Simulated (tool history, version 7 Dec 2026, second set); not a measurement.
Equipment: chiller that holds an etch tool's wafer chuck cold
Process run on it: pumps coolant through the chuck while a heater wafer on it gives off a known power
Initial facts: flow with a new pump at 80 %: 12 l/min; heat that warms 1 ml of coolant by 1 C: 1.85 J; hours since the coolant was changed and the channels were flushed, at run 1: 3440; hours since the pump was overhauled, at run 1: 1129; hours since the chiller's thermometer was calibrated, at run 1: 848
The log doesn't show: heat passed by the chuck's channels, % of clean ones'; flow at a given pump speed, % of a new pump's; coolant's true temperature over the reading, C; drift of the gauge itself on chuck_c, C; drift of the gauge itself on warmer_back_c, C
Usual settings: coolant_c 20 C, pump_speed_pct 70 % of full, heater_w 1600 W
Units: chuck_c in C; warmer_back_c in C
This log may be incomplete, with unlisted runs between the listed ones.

run,hour,coolant_c,pump_speed_pct,heater_w,hours since the coolant was changed and the channels were flushed,hours since the pump was overhauled,hours since the chiller's thermometer was calibrated,chuck_c,warmer_back_c
1,0.0,20,70,1600,3440,1129,848,31.9,5.04
2,23.4,25,70,1600,3464,1152,871,37.0,5.04
3,63.5,25,70,1600,3504,1192,911,36.9,5.03
4,101.8,20,70,1600,3542,1230,949,31.9,5.07
5,131.9,20,70,1600,3572,1260,979,32.0,5.08
6,159.2,20,70,1600,3599,1288,1007,31.7,5.13
7,185.6,20,70,1600,3626,1314,1033,31.9,5.09
8,204.7,20,70,1600,3645,1333,1052,32.0,5.08
9,230.3,20,70,1600,3671,1359,1078,32.0,5.07
10,257.2,17,70,1600,3697,1386,1105,28.9,5.14
11,276.0,20,70,1600,3716,1405,1124,32.0,5.11
12,314.0,20,70,1600,3754,1443,1162,31.9,5.10
13,342.6,22,70,1600,3783,1471,1190,33.9,5.10
14,371.4,15,75,865,3812,1500,1219,21.0,2.60
15,399.0,10,62,1817,3839,1528,1247,25.3,6.70
16,429.3,10,77,1817,3870,1558,1277,22.3,5.18
17,457.0,20,99,1600,3897,1586,1304,28.5,3.54
18,495.3,20,99,1600,3936,1624,1343,28.4,3.52
19,511.8,28,70,1600,3952,1640,1359,39.9,5.10
20,541.0,28,70,1600,3981,1670,1389,39.8,5.15
21,571.4,10,98,1600,4012,1700,1419,18.5,3.52

Below are 3 alternative next runs, each starting from the tool's condition after run 21. Predict each:
A,589.3,10,98,1622,4030,1718,1437,?,?
B,589.3,10,87,1064,4030,1718,1437,?,?
C,589.3,10,98,1282,4030,1718,1437,?,?

run,chuck_c,warmer_back_c
A,18.5,3.56
B,16.3,2.75
C,16.7,2.90
Had the tool no hidden state, the same runs would have come out as:
run,chuck_c,warmer_back_c
A,18.5,3.40
B,16.3,2.59
C,16.7,2.74
